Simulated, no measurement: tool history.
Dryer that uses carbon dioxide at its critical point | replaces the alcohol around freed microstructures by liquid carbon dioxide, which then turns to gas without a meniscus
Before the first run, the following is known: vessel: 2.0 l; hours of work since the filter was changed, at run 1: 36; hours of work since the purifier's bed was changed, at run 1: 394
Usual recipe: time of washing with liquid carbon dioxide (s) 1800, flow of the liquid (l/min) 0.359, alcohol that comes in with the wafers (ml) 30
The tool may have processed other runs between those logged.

run	day	time of washing with liquid carbon dioxide (s)	flow of the liquid (l/min)	alcohol that comes in with the wafers (ml)	hours of work since the filter was changed	hours of work since the purifier's bed was changed	alcohol left in the vessel before it's heated (ppm by volume)
1	0	1800	0.359	30	36	394	381
2	2.779	1800	0.359	30	79	438	410
3	4.438	1800	0.359	34	105	463	469
4	5.671	1800	0.359	30	124	483	433
5	7.404	1680	0.359	30	151	510	567
6	10.242	1800	0.365	30	196	554	452
7	11.546	1800	0.224	30	216	575	1591
8	14.142	1800	0.224	30	257	615	1685
9	16.046	1800	0.224	30	287	645	1756
10	17.225	1800	0.224	30	305	664	1765
11	19.929	1800	0.224	30	347	706	1825
12	22.4	1800	0.224	30	386	744	1890
# day 23.688: inlet filter changed
13	25.029	1800	0.224	30	21	785	1444
14	27.296	1800	0.224	30	56	820	1474
15	29.292	1800	0.224	30	88	852	1528
16	30.525	1800	0.224	30	107	871	1516
17	33.217	1800	0.224	30	149	913	1569
18	34.942	1800	0.235	30	176	940	1437
19	36.092	1800	0.235	30	194	958	1499
20	38.175	1800	0.443	30	227	991	335
21	39.925	1800	0.443	30	254	1018	339
22	41.183	1800	0.359	30	274	1038	602
23	42.725	1800	0.359	30	298	1062	598
24	44.75	1800	0.359	30	329	1093	626
25	47.167	2700	0.238	110	367	1131	1991
26	48.467	1800	0.283	116	388	1152	4175
# day 49.629: inlet filter changed
27	50.846	2580	0.283	116	19	1188	917
28	52.871	2580	0.283	116	51	1220	940
29	55.058	1800	0.359	34	85	1254	577
# day 55.629: purifier's bed changed
30	56.921	1800	0.359	34	112	20	414
31	59.483	2400	0.238	34	152	60	627
32	60.733	1440	0.378	73	172	80	1692
33	63.492	1980	0.42	73	215	123	389
34	65.804	1980	0.42	73	251	159	407
35	67.375	1740	0.283	60	276	184	2036
36	68.908	1800	0.245	30	300	208	1378
37	71.133	2040	0.228	81	334	243	3262
38	73.804	2040	0.228	81	376	284	3441
# day 75.75: inlet filter changed
39	75.871	1080	0.463	87	2	316	2221
40	78.442	1800	0.359	103	42	356	1139
41	80.333	1800	0.359	103	72	386	1207
42	82.412	1800	0.359	103	104	418	1246
43	84.058	2220	0.557	80	130	444	100
44	86.396	1800	0.394	46	167	481	487
45	88.608	1140	0.315	30	201	515	2090
46	89.85	2760	0.481	56	221	535	97
47	92.129	1800	0.278	30	256	570	1026

Across each entry between runs, compare the hidden state at the last listed run before it with the hidden state at the first listed run after it:
Run 12 -> run 13: inlet filter changed (day 23.688)
  flow that reaches the vessel past the clogged filter, %: 86.7 -> 99; alcohol in the recycled carbon dioxide, ppm: 112 -> 117.8
  measured value less the no-hidden-state value, alcohol left in the vessel before it's heated (ppm by volume): +603 -> +146
Run 26 -> run 27: inlet filter changed (day 49.629)
  flow that reaches the vessel past the clogged filter, %: 86.7 -> 98.9; alcohol in the recycled carbon dioxide, ppm: 170.9 -> 175.6
  measured value less the no-hidden-state value, alcohol left in the vessel before it's heated (ppm by volume): +1515 -> +209
Run 29 -> run 30: purifier's bed changed (day 55.629)
  flow that reaches the vessel past the clogged filter, %: 96.7 -> 95.9; alcohol in the recycled carbon dioxide, ppm: 184.6 -> 8.7
  measured value less the no-hidden-state value, alcohol left in the vessel before it's heated (ppm by volume): +228 -> +64
Run 38 -> run 39: inlet filter changed (day 75.75)
  flow that reaches the vessel past the clogged filter, %: 87.2 -> 99.9; alcohol in the recycled carbon dioxide, ppm: 46.3 -> 51.4
  measured value less the no-hidden-state value, alcohol left in the vessel before it's heated (ppm by volume): +1077 -> +51

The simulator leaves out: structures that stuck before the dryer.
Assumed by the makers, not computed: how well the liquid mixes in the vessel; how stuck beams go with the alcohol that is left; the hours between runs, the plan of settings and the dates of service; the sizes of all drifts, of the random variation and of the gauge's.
